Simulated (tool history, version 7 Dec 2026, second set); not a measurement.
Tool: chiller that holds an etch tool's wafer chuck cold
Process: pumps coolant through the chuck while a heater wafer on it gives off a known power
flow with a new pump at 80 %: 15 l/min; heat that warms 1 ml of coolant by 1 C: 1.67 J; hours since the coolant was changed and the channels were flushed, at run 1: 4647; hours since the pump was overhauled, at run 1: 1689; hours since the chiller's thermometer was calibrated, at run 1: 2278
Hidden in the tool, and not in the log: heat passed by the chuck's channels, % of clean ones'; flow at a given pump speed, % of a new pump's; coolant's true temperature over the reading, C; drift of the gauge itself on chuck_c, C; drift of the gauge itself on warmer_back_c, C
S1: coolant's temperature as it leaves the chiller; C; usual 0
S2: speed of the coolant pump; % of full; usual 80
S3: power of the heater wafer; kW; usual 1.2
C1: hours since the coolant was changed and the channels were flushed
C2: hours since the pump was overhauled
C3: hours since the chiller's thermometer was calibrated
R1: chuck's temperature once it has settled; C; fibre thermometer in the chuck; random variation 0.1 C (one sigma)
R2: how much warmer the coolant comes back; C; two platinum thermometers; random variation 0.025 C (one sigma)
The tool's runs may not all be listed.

{"run": 1, "hour": 0.0, "S1": 0, "S2": 80, "S3": 1.2, "C1": 4647, "C2": 1689, "C3": 2278, "R1": 11.5, "R2": 2.92}
{"run": 2, "hour": 47.9, "S1": 0, "S2": 80, "S3": 1.2, "C1": 4695, "C2": 1737, "C3": 2326, "R1": 11.6, "R2": 2.98}
{"run": 3, "hour": 89.3, "S1": 0, "S2": 80, "S3": 1.2, "C1": 4736, "C2": 1779, "C3": 2367, "R1": 11.5, "R2": 2.94}
{"run": 4, "hour": 120.2, "S1": 0, "S2": 86, "S3": 1.2, "C1": 4767, "C2": 1810, "C3": 2398, "R1": 10.7, "R2": 2.73}
{"run": 5, "hour": 162.3, "S1": 0, "S2": 80, "S3": 0.603, "C1": 4809, "C2": 1852, "C3": 2440, "R1": 5.7, "R2": 1.53}
{"run": 6, "hour": 210.4, "S1": 0, "S2": 80, "S3": 0.603, "C1": 4857, "C2": 1900, "C3": 2488, "R1": 5.8, "R2": 1.5}
{"run": 7, "hour": 257.9, "S1": 0, "S2": 80, "S3": 0.603, "C1": 4905, "C2": 1947, "C3": 2536, "R1": 5.9, "R2": 1.52}
{"run": 8, "hour": 304.7, "S1": 0, "S2": 80, "S3": 0.603, "C1": 4952, "C2": 1994, "C3": 2582, "R1": 5.9, "R2": 1.5}
{"run": 9, "hour": 336.9, "S1": 0, "S2": 80, "S3": 0.603, "C1": 4984, "C2": 2026, "C3": 2615, "R1": 5.8, "R2": 1.48}
{"run": 10, "hour": 378.3, "S1": 0, "S2": 89, "S3": 1.2, "C1": 5025, "C2": 2068, "C3": 2656, "R1": 10.8, "R2": 2.66}
{"run": 11, "hour": 403.0, "S1": 0, "S2": 89, "S3": 1.2, "C1": 5050, "C2": 2092, "C3": 2681, "R1": 10.6, "R2": 2.68}
{"run": 12, "hour": 444.6, "S1": 0, "S2": 73, "S3": 1.2, "C1": 5091, "C2": 2134, "C3": 2722, "R1": 12.5, "R2": 3.32}
{"run": 13, "hour": 470.0, "S1": 0, "S2": 73, "S3": 1.2, "C1": 5117, "C2": 2159, "C3": 2748, "R1": 12.6, "R2": 3.31}
{"run": 14, "hour": 489.7, "S1": 0, "S2": 73, "S3": 1.2, "C1": 5137, "C2": 2179, "C3": 2768, "R1": 12.6, "R2": 3.32}
{"run": 15, "hour": 515.3, "S1": 0, "S2": 67, "S3": 1.2, "C1": 5162, "C2": 2205, "C3": 2793, "R1": 13.4, "R2": 3.62}
{"run": 16, "hour": 539.8, "S1": 0, "S2": 67, "S3": 1.2, "C1": 5187, "C2": 2229, "C3": 2818, "R1": 13.5, "R2": 3.67}
{"run": 17, "hour": 584.0, "S1": 0, "S2": 67, "S3": 1.2, "C1": 5231, "C2": 2273, "C3": 2862, "R1": 13.5, "R2": 3.63}
{"run": 18, "hour": 630.5, "S1": 0, "S2": 67, "S3": 1.2, "C1": 5277, "C2": 2320, "C3": 2908, "R1": 13.6, "R2": 3.66}
{"run": 19, "hour": 673.7, "S1": -9, "S2": 88, "S3": 1.2, "C1": 5320, "C2": 2363, "C3": 2951, "R1": 2, "R2": 2.74}
{"run": 20, "hour": 720.9, "S1": 6, "S2": 83, "S3": 1.629, "C1": 5368, "C2": 2410, "C3": 2999, "R1": 21.5, "R2": 3.91}
{"run": 21, "hour": 757.6, "S1": 0, "S2": 80, "S3": 0.686, "C1": 5404, "C2": 2447, "C3": 3035, "R1": 6.9, "R2": 1.76}
{"run": 22, "hour": 790.9, "S1": 0, "S2": 80, "S3": 0.686, "C1": 5438, "C2": 2480, "C3": 3069, "R1": 6.9, "R2": 1.73}
{"run": 23, "hour": 832.2, "S1": 0, "S2": 79, "S3": 0.978, "C1": 5479, "C2": 2522, "C3": 3110, "R1": 9.6, "R2": 2.48}
{"run": 24, "hour": 867.8, "S1": 0, "S2": 79, "S3": 0.978, "C1": 5515, "C2": 2557, "C3": 3146, "R1": 9.7, "R2": 2.48}
{"run": 25, "hour": 908.1, "S1": 4, "S2": 69, "S3": 1.2, "C1": 5555, "C2": 2597, "C3": 3186, "R1": 17.5, "R2": 3.54}
{"run": 26, "hour": 948.1, "S1": 4, "S2": 69, "S3": 1.2, "C1": 5595, "C2": 2637, "C3": 3226, "R1": 17.5, "R2": 3.53}
{"run": 27, "hour": 987.3, "S1": -2, "S2": 64, "S3": 1.68, "C1": 5634, "C2": 2677, "C3": 3265, "R1": 18, "R2": 5.39}
{"run": 28, "hour": 1027.3, "S1": -2, "S2": 64, "S3": 1.68, "C1": 5674, "C2": 2717, "C3": 3305, "R1": 17.9, "R2": 5.36}
{"run": 29, "hour": 1067.4, "S1": 9, "S2": 98, "S3": 0.845, "C1": 5714, "C2": 2757, "C3": 3345, "R1": 16.4, "R2": 1.71}
{"run": 30, "hour": 1093.5, "S1": 3, "S2": 83, "S3": 1.066, "C1": 5740, "C2": 2783, "C3": 3371, "R1": 13.3, "R2": 2.59}
{"run": 31, "hour": 1140.3, "S1": 8, "S2": 61, "S3": 0.601, "C1": 5787, "C2": 2830, "C3": 3418, "R1": 15.5, "R2": 2.02}

Forecast each of these 4 alternatives for the next run:
{"run": "A", "hour": 1187.8, "S1": 8, "S2": 61, "S3": 1.136, "C1": 5835, "C2": 2877, "C3": 3466, "R1": "?", "R2": "?"}
{"run": "B", "hour": 1187.8, "S1": 8, "S2": 66, "S3": 0.601, "C1": 5835, "C2": 2877, "C3": 3466, "R1": "?", "R2": "?"}
{"run": "C", "hour": 1187.8, "S1": 9, "S2": 64, "S3": 0.794, "C1": 5835, "C2": 2877, "C3": 3466, "R1": "?", "R2": "?"}
{"run": "D", "hour": 1187.8, "S1": 2, "S2": 80, "S3": 0.781, "C1": 5835, "C2": 2877, "C3": 3466, "R1": "?", "R2": "?"}

run=A R1=22.3 R2=3.83
run=B R1=15.3 R2=1.9
run=C R1=18.6 R2=2.55
run=D R1=9.9 R2=1.99
Without the tool's hidden state the same runs would have given:
run=A R1=19.8 R2=3.62
run=B R1=13.9 R2=1.8
run=C R1=16.9 R2=2.41
run=D R1=8.4 R2=1.89
